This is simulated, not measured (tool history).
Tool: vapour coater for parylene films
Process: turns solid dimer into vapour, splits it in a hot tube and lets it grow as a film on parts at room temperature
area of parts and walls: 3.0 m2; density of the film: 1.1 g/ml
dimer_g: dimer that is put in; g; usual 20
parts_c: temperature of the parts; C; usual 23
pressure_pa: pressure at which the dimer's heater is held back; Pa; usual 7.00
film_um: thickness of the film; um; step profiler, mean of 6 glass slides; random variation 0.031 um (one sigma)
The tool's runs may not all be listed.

{"run": 1, "hour": 0.0, "dimer_g": 20, "parts_c": 23, "pressure_pa": 7.0, "film_um": 3.01}
{"run": 2, "hour": 41.7, "dimer_g": 27, "parts_c": 23, "pressure_pa": 7.0, "film_um": 4.03}
{"run": 3, "hour": 73.0, "dimer_g": 27, "parts_c": 23, "pressure_pa": 7.0, "film_um": 4.03}
{"run": 4, "hour": 101.0, "dimer_g": 27, "parts_c": 23, "pressure_pa": 7.0, "film_um": 4.03}
{"run": 5, "hour": 149.0, "dimer_g": 20, "parts_c": 23, "pressure_pa": 7.0, "film_um": 2.95}
{"run": 6, "hour": 184.2, "dimer_g": 20, "parts_c": 23, "pressure_pa": 7.0, "film_um": 2.93}
{"run": 7, "hour": 208.6, "dimer_g": 20, "parts_c": 23, "pressure_pa": 7.0, "film_um": 2.98}
{"run": 8, "hour": 238.0, "dimer_g": 20, "parts_c": 23, "pressure_pa": 7.0, "film_um": 2.95}
{"run": 9, "hour": 276.8, "dimer_g": 28, "parts_c": 18, "pressure_pa": 7.0, "film_um": 4.76}
{"run": 10, "hour": 301.5, "dimer_g": 9, "parts_c": 18, "pressure_pa": 3.39, "film_um": 1.69}
{"run": 11, "hour": 322.1, "dimer_g": 9, "parts_c": 18, "pressure_pa": 3.39, "film_um": 1.74}
{"run": 12, "hour": 342.5, "dimer_g": 9, "parts_c": 18, "pressure_pa": 3.39, "film_um": 1.73}
{"run": 13, "hour": 370.0, "dimer_g": 9, "parts_c": 18, "pressure_pa": 3.39, "film_um": 1.67}
{"run": 14, "hour": 396.3, "dimer_g": 9, "parts_c": 18, "pressure_pa": 3.39, "film_um": 1.69}
{"run": 15, "hour": 436.6, "dimer_g": 9, "parts_c": 23, "pressure_pa": 6.73, "film_um": 1.32}

Not shown: 1 entry that the log had between the listed runs. Between which runs, and how does the tool's hidden state differ before and after?
Between runs 6 and 7: trap's valve overhauled (hour 191.4)
  vapour lost through the trap's worn valve, %: 0.6 -> 0
